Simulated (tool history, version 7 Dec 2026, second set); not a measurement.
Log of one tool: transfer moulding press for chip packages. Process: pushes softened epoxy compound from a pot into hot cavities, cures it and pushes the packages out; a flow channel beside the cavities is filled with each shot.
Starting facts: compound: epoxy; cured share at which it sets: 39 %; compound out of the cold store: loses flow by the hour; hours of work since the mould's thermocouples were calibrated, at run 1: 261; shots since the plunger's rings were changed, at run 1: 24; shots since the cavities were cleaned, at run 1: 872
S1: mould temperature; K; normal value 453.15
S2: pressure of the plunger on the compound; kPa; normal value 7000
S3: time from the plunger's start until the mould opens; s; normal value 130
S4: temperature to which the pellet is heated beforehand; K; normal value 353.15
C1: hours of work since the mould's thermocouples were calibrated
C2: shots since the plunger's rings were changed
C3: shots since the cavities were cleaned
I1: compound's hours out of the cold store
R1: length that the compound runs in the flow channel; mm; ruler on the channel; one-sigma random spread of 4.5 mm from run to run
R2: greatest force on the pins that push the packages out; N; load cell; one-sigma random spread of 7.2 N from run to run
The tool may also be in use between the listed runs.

Run 1, hour 0.0: usual settings; C1 261; C2 24; C3 872; I1 8.6. Result: R1 778 mm, R2 456 N.
At hour 12.0: cavities cleaned with cleaning compound and waxed.
Run 2, hour 12.0: usual settings; C1 265; C2 84; C3 0; I1 32.8. Result: R1 734 mm, R2 296 N.
Run 3, hour 22.6: usual settings; C1 270; C2 145; C3 61; I1 17.2. Result: R1 765 mm, R2 313 N.
Run 4, hour 31.0: usual settings but S2 6070 kPa; C1 273; C2 192; C3 108; I1 25.0. Result: R1 694 mm, R2 332 N.
Run 5, hour 48.2: usual settings but S2 6070 kPa, S4 361.15 K; C1 280; C2 291; C3 207; I1 46.8. Result: R1 660 mm, R2 367 N.
Run 6, hour 58.3: usual settings but S2 6070 kPa, S4 361.15 K; C1 284; C2 349; C3 265; I1 39.8. Result: R1 668 mm, R2 364 N.
Run 7, hour 74.2: usual settings but S1 450.15 K, S2 6070 kPa, S4 361.15 K; C1 291; C2 440; C3 356; I1 37.7. Result: R1 684 mm, R2 456 N.
Run 8, hour 91.4: usual settings but S1 450.15 K, S2 6070 kPa, S4 361.15 K; C1 298; C2 538; C3 454; I1 31.7. Result: R1 693 mm, R2 477 N.
Run 9, hour 100.0: usual settings; C1 301; C2 588; C3 504; I1 13.5. Result: R1 755 mm, R2 417 N.
Run 10, hour 116.5: usual settings; C1 308; C2 682; C3 598; I1 17.3. Result: R1 753 mm, R2 438 N.
Run 11, hour 125.8: usual settings; C1 312; C2 736; C3 652; I1 41.6. Result: R1 711 mm, R2 414 N.
Run 12, hour 141.9: usual settings; C1 319; C2 828; C3 744; I1 37.3. Result: R1 711 mm, R2 442 N.
Run 13, hour 158.9: usual settings; C1 326; C2 926; C3 842; I1 13.4. Result: R1 764 mm, R2 442 N.
At hour 175.2: cavities cleaned with cleaning compound and waxed.
Run 14, hour 175.4: usual settings; C1 332; C2 1011; C3 0; I1 29.6. Result: R1 727 mm, R2 288 N.
Run 15, hour 186.2: usual settings but S1 448.15 K, S2 8670 kPa, S3 146 s; C1 336; C2 1074; C3 63; I1 41.5. Result: R1 811 mm, R2 338 N.
Run 16, hour 200.1: usual settings but S2 6320 kPa, S3 111 s, S4 355.15 K; C1 342; C2 1153; C3 142; I1 23.7. Result: R1 703 mm, R2 501 N.
Run 17, hour 209.6: usual settings but S2 6320 kPa, S3 111 s, S4 355.15 K; C1 346; C2 1207; C3 196; I1 40.8. Result: R1 672 mm, R2 491 N.
Run 18, hour 222.1: usual settings but S1 451.15 K, S2 8090 kPa, S3 116 s; C1 351; C2 1279; C3 268; I1 29.2. Result: R1 780 mm, R2 531 N.
Run 19, hour 238.8: usual settings but S1 451.15 K, S2 8090 kPa, S3 116 s; C1 358; C2 1375; C3 364; I1 28.8. Result: R1 790 mm, R2 579 N.
Run 20, hour 246.3: usual settings but S1 451.15 K, S2 8090 kPa, S3 116 s; C1 361; C2 1418; C3 407; I1 27.1. Result: R1 786 mm, R2 596 N.
Run 21, hour 258.2: usual settings but S1 446.15 K, S2 8090 kPa, S3 116 s, S4 360.15 K; C1 366; C2 1486; C3 475; I1 27.4. Result: R1 798 mm, R2 888 N.
Run 22, hour 272.7: usual settings but S2 5230 kPa, S3 147 s; C1 372; C2 1569; C3 558; I1 9.4. Result: R1 654 mm, R2 357 N.
Run 23, hour 281.4: usual settings but S1 448.15 K, S2 6950 kPa, S4 350.15 K; C1 375; C2 1619; C3 608; I1 28.9. Result: R1 734 mm, R2 623 N.
Run 24, hour 289.1: usual settings but S1 459.15 K, S2 6950 kPa, S4 349.15 K; C1 378; C2 1663; C3 652; I1 47.0. Result: R1 675 mm, R2 339 N.

The next listed run, before its measurement:
Run 25, hour 304.1: usual settings but S1 450.15 K, S2 6950 kPa, S4 362.15 K; C1 384; C2 1749; C3 738; I1 32.6. Result: R1 ?, R2 ?.

{"run 25": {"R1": 713, "R2": 515}}
The same run, on a tool lacking any hidden state, would have yielded R1 740 mm, R2 353 N.
